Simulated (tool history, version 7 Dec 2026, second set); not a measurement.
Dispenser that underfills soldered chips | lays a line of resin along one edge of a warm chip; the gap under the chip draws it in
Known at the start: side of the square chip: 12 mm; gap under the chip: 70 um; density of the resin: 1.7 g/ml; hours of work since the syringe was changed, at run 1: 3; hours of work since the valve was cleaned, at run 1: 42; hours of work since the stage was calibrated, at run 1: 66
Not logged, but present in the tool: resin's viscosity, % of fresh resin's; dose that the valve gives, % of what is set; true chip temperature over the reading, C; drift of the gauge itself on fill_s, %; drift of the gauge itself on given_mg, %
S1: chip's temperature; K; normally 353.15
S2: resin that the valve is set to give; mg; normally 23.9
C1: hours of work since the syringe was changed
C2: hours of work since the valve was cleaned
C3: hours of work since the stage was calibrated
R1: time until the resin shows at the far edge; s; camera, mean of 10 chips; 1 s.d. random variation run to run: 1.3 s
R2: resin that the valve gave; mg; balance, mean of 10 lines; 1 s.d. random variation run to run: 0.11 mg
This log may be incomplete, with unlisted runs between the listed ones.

| run | hour | S1 | S2 | C1 | C2 | C3 | R1 | R2 |
|---|---|---|---|---|---|---|---|---|
| 1 | 0 | 353.15 | 23.9 | 3 | 42 | 66 | 166.2 | 23.22 |
| 2 | 6.9 | 353.15 | 23.9 | 8 | 47 | 71 | 237.9 | 23.05 |
|  | 8 | new syringe of resin |
| 3 | 16.9 | 353.15 | 20.6 | 6 | 54 | 78 | 218.2 | 19.7 |
|  | 20.1 | new syringe of resin |
| 4 | 25.4 | 353.15 | 20.6 | 4 | 60 | 84 | 180.1 | 19.59 |
|  | 32.1 | new syringe of resin |
| 5 | 37 | 353.15 | 20.6 | 4 | 68 | 92 | 181.2 | 19.54 |
|  | 44.2 | new syringe of resin |
| 6 | 47.7 | 353.15 | 20.6 | 2 | 75 | 99 | 165.5 | 19.22 |
| 7 | 55 | 353.15 | 23.9 | 8 | 81 | 104 | 231.2 | 22.23 |
|  | 56.3 | new syringe of resin |
| 8 | 64 | 353.15 | 23.9 | 5 | 87 | 111 | 200.2 | 22.13 |
|  | 68.2 | new syringe of resin |
| 9 | 71 | 353.15 | 23.9 | 2 | 92 | 115 | 149.6 | 22.01 |
| 10 | 76.3 | 366.15 | 22.7 | 6 | 95 | 119 | 131.1 | 21.01 |
|  | 80.5 | new syringe of resin |
| 11 | 81.8 | 352.15 | 20.4 | 1 | 99 | 123 | 153.4 | 18.52 |
| 12 | 89.6 | 353.15 | 25.1 | 6 | 105 | 128 | 203.8 | 22.8 |
|  | 93.1 | new syringe of resin |
| 13 | 96.1 | 353.15 | 25.1 | 2 | 109 | 133 | 153.9 | 22.71 |
|  | 105.5 | new syringe of resin |
| 14 | 106.9 | 351.15 | 29.2 | 1 | 117 | 140 | 145.4 | 25.99 |
| 15 | 116.8 | 359.15 | 23.9 | 8 | 124 | 147 | 199.3 | 21.21 |
|  | 117.7 | new syringe of resin |
| 16 | 125.8 | 362.15 | 23.9 | 6 | 130 | 154 | 158.7 | 21.16 |

Consider 5 possible next runs. They are alternatives, not a sequence: every one starts from the tool as it was left by run 16. What does each give?
|  | 129.7 | new syringe of resin |
|  | 136.8 | dispensing valve cleaned and set on the balance |
| A | 138.8 | 353.15 | 23.8 | 6 | 1 | 162 | ? | ? |
|  | 129.7 | new syringe of resin |
|  | 136.8 | dispensing valve cleaned and set on the balance |
| B | 138.8 | 347.15 | 23.9 | 6 | 1 | 162 | ? | ? |
|  | 129.7 | new syringe of resin |
|  | 136.8 | dispensing valve cleaned and set on the balance |
| C | 138.8 | 362.15 | 31.1 | 6 | 1 | 162 | ? | ? |
|  | 129.7 | new syringe of resin |
|  | 136.8 | dispensing valve cleaned and set on the balance |
| D | 138.8 | 340.15 | 23.7 | 6 | 1 | 162 | ? | ? |
|  | 129.7 | new syringe of resin |
|  | 136.8 | dispensing valve cleaned and set on the balance |
| E | 138.8 | 353.15 | 26.8 | 6 | 1 | 162 | ? | ? |

| run | R1 | R2 |
|---|---|---|
| A | 202 | 23.74 |
| B | 236 | 23.73 |
| C | 140.8 | 30.84 |
| D | 307.2 | 23.65 |
| E | 192.2 | 26.84 |
What these runs would have given with no unlogged condition in the tool:
| run | R1 | R2 |
|---|---|---|
| A | 132.9 | 23.73 |
| B | 155.3 | 23.73 |
| C | 92.5 | 30.83 |
| D | 202.7 | 23.65 |
| E | 126.6 | 26.84 |

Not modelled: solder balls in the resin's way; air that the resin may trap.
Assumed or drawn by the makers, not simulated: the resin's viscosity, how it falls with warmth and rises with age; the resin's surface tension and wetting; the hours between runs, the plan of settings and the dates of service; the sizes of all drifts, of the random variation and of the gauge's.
